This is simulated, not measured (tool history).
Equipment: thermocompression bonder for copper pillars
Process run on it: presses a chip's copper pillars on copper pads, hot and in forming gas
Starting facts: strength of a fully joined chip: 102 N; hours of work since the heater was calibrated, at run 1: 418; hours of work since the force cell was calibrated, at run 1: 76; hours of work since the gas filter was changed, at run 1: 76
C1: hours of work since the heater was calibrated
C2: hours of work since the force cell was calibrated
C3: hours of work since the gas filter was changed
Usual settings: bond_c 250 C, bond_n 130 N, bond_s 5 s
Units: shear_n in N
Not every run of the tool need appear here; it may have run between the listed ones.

{"run": 1, "hour": 0.0, "bond_c": 250, "bond_n": 130, "bond_s": 5, "C1": 418, "C2": 76, "C3": 76, "shear_n": 70.0}
{"run": 2, "hour": 16.4, "bond_c": 227, "bond_n": 130, "bond_s": 5, "C1": 429, "C2": 87, "C3": 87, "shear_n": 56.7}
{"run": 3, "hour": 29.6, "bond_c": 227, "bond_n": 130, "bond_s": 5, "C1": 438, "C2": 96, "C3": 96, "shear_n": 56.0}
{"run": 4, "hour": 39.6, "bond_c": 245, "bond_n": 130, "bond_s": 5, "C1": 444, "C2": 102, "C3": 102, "shear_n": 65.8}
{"run": 5, "hour": 49.6, "bond_c": 245, "bond_n": 130, "bond_s": 5, "C1": 451, "C2": 109, "C3": 109, "shear_n": 65.6}
{"run": 6, "hour": 57.5, "bond_c": 245, "bond_n": 130, "bond_s": 5, "C1": 456, "C2": 114, "C3": 114, "shear_n": 65.8}
{"run": 7, "hour": 71.9, "bond_c": 245, "bond_n": 130, "bond_s": 3, "C1": 466, "C2": 124, "C3": 124, "shear_n": 56.2}
{"run": 8, "hour": 88.2, "bond_c": 245, "bond_n": 130, "bond_s": 8, "C1": 477, "C2": 135, "C3": 135, "shear_n": 72.0}
{"run": 9, "hour": 99.9, "bond_c": 250, "bond_n": 130, "bond_s": 4, "C1": 485, "C2": 143, "C3": 143, "shear_n": 63.3}
{"run": 10, "hour": 116.5, "bond_c": 250, "bond_n": 130, "bond_s": 4, "C1": 496, "C2": 154, "C3": 154, "shear_n": 61.9}
{"hour": 118.0, "done": "forming gas filter changed"}
{"run": 11, "hour": 132.6, "bond_c": 250, "bond_n": 130, "bond_s": 5, "C1": 506, "C2": 164, "C3": 10, "shear_n": 73.1}
{"run": 12, "hour": 149.3, "bond_c": 267, "bond_n": 130, "bond_s": 5, "C1": 517, "C2": 175, "C3": 21, "shear_n": 79.9}
{"run": 13, "hour": 160.4, "bond_c": 250, "bond_n": 130, "bond_s": 5, "C1": 524, "C2": 182, "C3": 28, "shear_n": 71.1}
{"run": 14, "hour": 172.7, "bond_c": 250, "bond_n": 130, "bond_s": 5, "C1": 533, "C2": 191, "C3": 36, "shear_n": 71.4}
{"run": 15, "hour": 189.4, "bond_c": 250, "bond_n": 105, "bond_s": 8, "C1": 544, "C2": 202, "C3": 47, "shear_n": 72.3}
{"run": 16, "hour": 200.1, "bond_c": 250, "bond_n": 105, "bond_s": 8, "C1": 551, "C2": 209, "C3": 55, "shear_n": 69.0}

What will run 17 give?
{"run": 17, "hour": 209.5, "bond_c": 225, "bond_n": 130, "bond_s": 4, "C1": 557, "C2": 215, "C3": 61, "shear_n": "?"}

Run 17 came out at shear_n 52.5 N.
Take away the tool's hidden state, keep the run-to-run variation as it was, and the same run would have given shear_n 51.1 N.

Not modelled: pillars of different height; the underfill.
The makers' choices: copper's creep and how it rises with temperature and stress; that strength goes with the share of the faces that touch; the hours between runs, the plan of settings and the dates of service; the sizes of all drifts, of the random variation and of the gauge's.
